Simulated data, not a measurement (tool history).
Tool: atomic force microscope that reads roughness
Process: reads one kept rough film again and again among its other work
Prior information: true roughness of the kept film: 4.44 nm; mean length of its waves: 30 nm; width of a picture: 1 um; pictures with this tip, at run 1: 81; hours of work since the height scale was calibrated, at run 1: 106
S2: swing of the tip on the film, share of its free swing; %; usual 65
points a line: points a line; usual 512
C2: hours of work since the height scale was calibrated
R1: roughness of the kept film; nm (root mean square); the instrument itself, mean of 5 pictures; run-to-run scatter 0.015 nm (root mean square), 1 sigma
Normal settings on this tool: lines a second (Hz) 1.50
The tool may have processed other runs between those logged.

Run 1, hour 0.0: usual settings; pictures with this tip 81; C2 106. Result: R1 3.060 nm (root mean square).
Run 2, hour 12.2: usual settings but lines a second (Hz) 1.03; pictures with this tip 95; C2 114. Result: R1 3.020 nm (root mean square).
Run 3, hour 29.4: usual settings but lines a second (Hz) 0.86; pictures with this tip 114; C2 125. Result: R1 2.944 nm (root mean square).
At hour 48.8: new tip fitted.
Run 4, hour 55.5: usual settings but lines a second (Hz) 0.86; pictures with this tip 7; C2 142. Result: R1 3.656 nm (root mean square).
Run 5, hour 74.6: usual settings but points a line 343; pictures with this tip 29; C2 154. Result: R1 3.380 nm (root mean square).
Run 6, hour 100.0: usual settings but lines a second (Hz) 2.81, points a line 343; pictures with this tip 57; C2 171. Result: R1 3.023 nm (root mean square).
Run 7, hour 115.6: usual settings but lines a second (Hz) 2.81, points a line 343; pictures with this tip 74; C2 181. Result: R1 2.941 nm (root mean square).
Run 8, hour 139.5: usual settings but lines a second (Hz) 2.81, S2 88 %, points a line 343; pictures with this tip 101; C2 197. Result: R1 2.220 nm (root mean square).
Run 9, hour 152.1: usual settings but S2 67 %; pictures with this tip 115; C2 205. Result: R1 2.861 nm (root mean square).
Run 10, hour 167.1: usual settings but S2 67 %; pictures with this tip 132; C2 215. Result: R1 2.788 nm (root mean square).
At hour 171.9: new tip fitted.
Run 11, hour 183.2: usual settings but S2 67 %; pictures with this tip 13; C2 225. Result: R1 3.521 nm (root mean square).
Run 12, hour 204.1: usual settings but S2 67 %; pictures with this tip 36; C2 238. Result: R1 3.341 nm (root mean square).
Run 13, hour 214.8: usual settings but lines a second (Hz) 2.01; pictures with this tip 48; C2 245. Result: R1 3.223 nm (root mean square).
Run 14, hour 227.6: usual settings but lines a second (Hz) 2.01; pictures with this tip 63; C2 254. Result: R1 3.104 nm (root mean square).
Run 15, hour 251.7: usual settings but S2 58 %; pictures with this tip 89; C2 270. Result: R1 3.119 nm (root mean square).
Run 16, hour 267.6: usual settings; pictures with this tip 107; C2 280. Result: R1 2.952 nm (root mean square).
At hour 293.2: new tip fitted.
Run 17, hour 293.2: usual settings; pictures with this tip 0; C2 296. Result: R1 3.616 nm (root mean square).
Run 18, hour 314.9: usual settings; pictures with this tip 24; C2 311. Result: R1 3.444 nm (root mean square).
Run 19, hour 328.9: usual settings; pictures with this tip 40; C2 320. Result: R1 3.332 nm (root mean square).
Run 20, hour 350.1: usual settings; pictures with this tip 64; C2 334. Result: R1 3.189 nm (root mean square).
Run 21, hour 371.4: usual settings but S2 67 %; pictures with this tip 87; C2 347. Result: R1 3.028 nm (root mean square).
Run 22, hour 396.6: usual settings but S2 67 %, points a line 338; pictures with this tip 115; C2 364. Result: R1 2.849 nm (root mean square).
At hour 415.4: new tip fitted.
Run 23, hour 417.1: usual settings but points a line 371; pictures with this tip 2; C2 377. Result: R1 3.588 nm (root mean square).
Run 24, hour 440.0: usual settings but points a line 371; pictures with this tip 27; C2 392. Result: R1 3.390 nm (root mean square).
Run 25, hour 451.9: usual settings but points a line 371; pictures with this tip 40; C2 400. Result: R1 3.306 nm (root mean square).
Run 26, hour 462.7: usual settings but points a line 371; pictures with this tip 53; C2 407. Result: R1 3.212 nm (root mean square).
Run 27, hour 484.7: usual settings; pictures with this tip 77; C2 421. Result: R1 3.069 nm (root mean square).
Run 28, hour 509.3: usual settings but lines a second (Hz) 0.56, S2 69 %, points a line 520; pictures with this tip 104; C2 437. Result: R1 3.025 nm (root mean square).
Run 29, hour 533.2: usual settings but lines a second (Hz) 0.56, S2 69 %, points a line 520; pictures with this tip 131; C2 453. Result: R1 2.925 nm (root mean square).
At hour 537.7: new tip fitted.
Run 30, hour 556.1: usual settings but lines a second (Hz) 0.56, S2 69 %, points a line 520; pictures with this tip 20; C2 468. Result: R1 3.582 nm (root mean square).
Run 31, hour 566.7: usual settings but lines a second (Hz) 0.57, S2 84 %, points a line 487; pictures with this tip 32; C2 474. Result: R1 3.346 nm (root mean square).
Run 32, hour 579.7: usual settings but S2 67 %, points a line 325; pictures with this tip 46; C2 483. Result: R1 3.196 nm (root mean square).
Run 33, hour 593.4: usual settings but S2 77 %, points a line 526; pictures with this tip 62; C2 492. Result: R1 2.989 nm (root mean square).
Run 34, hour 605.7: usual settings but lines a second (Hz) 0.58, S2 77 %, points a line 565; pictures with this tip 75; C2 500. Result: R1 3.115 nm (root mean square).
Run 35, hour 627.3: usual settings but S2 75 %, points a line 518; pictures with this tip 99; C2 514. Result: R1 2.822 nm (root mean square).
Run 36, hour 650.1: usual settings but lines a second (Hz) 0.50, S2 66 %, points a line 332; pictures with this tip 125; C2 529. Result: R1 2.921 nm (root mean square).
At hour 660.9: new tip fitted.
Run 37, hour 661.0: usual settings but lines a second (Hz) 1.34, S2 75 %, points a line 291; pictures with this tip 0; C2 536. Result: R1 3.472 nm (root mean square).
Run 38, hour 678.0: usual settings but lines a second (Hz) 1.34, S2 75 %, points a line 291; pictures with this tip 19; C2 547. Result: R1 3.348 nm (root mean square).
Run 39, hour 702.7: usual settings but lines a second (Hz) 3.10, S2 75 %, points a line 1017; pictures with this tip 47; C2 563. Result: R1 2.828 nm (root mean square).
Run 40, hour 720.1: usual settings but lines a second (Hz) 3.10, S2 62 %, points a line 1017; pictures with this tip 66; C2 574. Result: R1 3.051 nm (root mean square).
Run 41, hour 731.9: usual settings but lines a second (Hz) 3.10, S2 62 %, points a line 1017; pictures with this tip 79; C2 582. Result: R1 2.955 nm (root mean square).
Run 42, hour 752.0: usual settings but lines a second (Hz) 3.74, points a line 348; pictures with this tip 102; C2 595. Result: R1 2.702 nm (root mean square).
Run 43, hour 766.5: usual settings but lines a second (Hz) 2.64, S2 62 %, points a line 437; pictures with this tip 118; C2 605. Result: R1 2.773 nm (root mean square).
At hour 782.0: new tip fitted.
Run 44, hour 789.1: usual settings but lines a second (Hz) 2.64, S2 62 %, points a line 437; pictures with this tip 8; C2 619. Result: R1 3.430 nm (root mean square).
Run 45, hour 806.5: usual settings but S2 90 %; pictures with this tip 27; C2 631. Result: R1 2.919 nm (root mean square).
Run 46, hour 824.5: usual settings but S2 90 %; pictures with this tip 47; C2 642. Result: R1 2.810 nm (root mean square).
Run 47, hour 844.0: usual settings but S2 79 %, points a line 479; pictures with this tip 69; C2 655. Result: R1 2.896 nm (root mean square).
Run 48, hour 868.5: usual settings but S2 79 %, points a line 479; pictures with this tip 96; C2 671. Result: R1 2.786 nm (root mean square).
Run 49, hour 881.0: usual settings but lines a second (Hz) 2.59, points a line 743; pictures with this tip 110; C2 679. Result: R1 2.777 nm (root mean square).
Run 50, hour 896.3: usual settings but lines a second (Hz) 2.59, S2 59 %, points a line 301; pictures with this tip 127; C2 689. Result: R1 2.778 nm (root mean square).
At hour 904.5: new tip fitted.
Run 51, hour 919.1: usual settings but lines a second (Hz) 3.31, S2 88 %, points a line 528; pictures with this tip 16; C2 704. Result: R1 2.501 nm (root mean square).
Run 52, hour 931.7: usual settings but lines a second (Hz) 0.57, S2 88 %, points a line 371; pictures with this tip 30; C2 712. Result: R1 3.314 nm (root mean square).
Run 53, hour 946.5: usual settings but lines a second (Hz) 0.57, S2 88 %, points a line 371; pictures with this tip 47; C2 722. Result: R1 3.198 nm (root mean square).

Per-run results on a tool with no hidden state, each run keeping its own random variation:
The hidden state here: radius of the tip, nm; height scale over the true one, %; drift of the gauge itself on roughness_nm, %.
run     R1
  1  3.682
  2  3.729
  3  3.753
  4  3.728
  5  3.624
  6  3.436
  7  3.456
  8  2.747
  9  3.616
 10  3.629
 11  3.650
 12  3.636
 13  3.592
 14  3.564
 15  3.757
 16  3.669
 17  3.648
 18  3.663
 19  3.658
 20  3.664
 21  3.636
 22  3.597
 23  3.629
 24  3.634
 25  3.657
 26  3.646
 27  3.649
 28  3.778
 29  3.809
 30  3.804
 31  3.652
 32  3.594
 33  3.461
 34  3.687
 35  3.482
 36  3.777
 37  3.509
 38  3.518
 39  3.148
 40  3.525
 41  3.506
 42  3.349
 43  3.535
 44  3.551
 45  3.151
 46  3.154
 47  3.383
 48  3.430
 49  3.506
 50  3.597
 51  2.622
 52  3.570
 53  3.566
